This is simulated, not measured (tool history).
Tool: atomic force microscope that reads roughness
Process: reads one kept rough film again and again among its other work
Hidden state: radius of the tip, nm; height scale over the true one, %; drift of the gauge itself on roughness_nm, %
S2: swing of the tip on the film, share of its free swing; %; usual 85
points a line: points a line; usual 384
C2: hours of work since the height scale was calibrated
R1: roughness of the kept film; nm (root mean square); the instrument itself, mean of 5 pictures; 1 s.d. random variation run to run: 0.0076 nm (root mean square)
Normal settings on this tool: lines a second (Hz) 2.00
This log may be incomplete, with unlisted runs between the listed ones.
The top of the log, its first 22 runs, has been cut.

At hour 575.5: new tip fitted.
Run 23, hour 594.0: usual settings but lines a second (Hz) 0.62, S2 71 %, points a line 366; pictures with this tip 32; C2 31. Result: R1 1.575 nm (root mean square).
At hour 619.6: new tip fitted.
Run 24, hour 619.6: usual settings but lines a second (Hz) 1.13, S2 71 %, points a line 366; pictures with this tip 0; C2 45. Result: R1 1.701 nm (root mean square).
Run 25, hour 647.5: usual settings but lines a second (Hz) 1.13, S2 71 %, points a line 366; pictures with this tip 48; C2 61. Result: R1 1.483 nm (root mean square).
At hour 666.1: new tip fitted.
Run 26, hour 687.1: usual settings but lines a second (Hz) 1.13, S2 71 %, points a line 366; pictures with this tip 36; C2 83. Result: R1 1.531 nm (root mean square).
Run 27, hour 705.5: usual settings but lines a second (Hz) 1.13, S2 71 %, points a line 331; pictures with this tip 68; C2 93. Result: R1 1.383 nm (root mean square).
At hour 711.3: new tip fitted.
Run 28, hour 726.1: usual settings but lines a second (Hz) 0.98, S2 71 %, points a line 292; pictures with this tip 26; C2 104. Result: R1 1.553 nm (root mean square).
Run 29, hour 751.7: usual settings but lines a second (Hz) 1.21, points a line 287; pictures with this tip 70; C2 119. Result: R1 1.317 nm (root mean square).
At hour 757.2: new tip fitted.
Run 30, hour 773.6: usual settings but points a line 609; pictures with this tip 28; C2 131. Result: R1 1.490 nm (root mean square).

Predict each of these 5 candidate next runs independently; none follows another, all start after run 30:
Run A, hour 796.8: usual settings but lines a second (Hz) 0.74, S2 68 %; pictures with this tip 69; C2 144. Result: R1 ?.
Run B, hour 796.8: usual settings but lines a second (Hz) 0.58, S2 68 %, points a line 729; pictures with this tip 69; C2 144. Result: R1 ?.
Run C, hour 796.8: usual settings but S2 66 %, points a line 812; pictures with this tip 69; C2 144. Result: R1 ?.
Run D, hour 796.8: usual settings but S2 86 %, points a line 609; pictures with this tip 69; C2 144. Result: R1 ?.
Run E, hour 796.8: usual settings but points a line 755; pictures with this tip 69; C2 144. Result: R1 ?.

run     R1
  A  1.424
  B  1.427
  C  1.400
  D  1.340
  E  1.332
With no hidden state in the tool, these same runs would have given:
run     R1
  A  1.756
  B  1.760
  C  1.728
  D  1.652
  E  1.644

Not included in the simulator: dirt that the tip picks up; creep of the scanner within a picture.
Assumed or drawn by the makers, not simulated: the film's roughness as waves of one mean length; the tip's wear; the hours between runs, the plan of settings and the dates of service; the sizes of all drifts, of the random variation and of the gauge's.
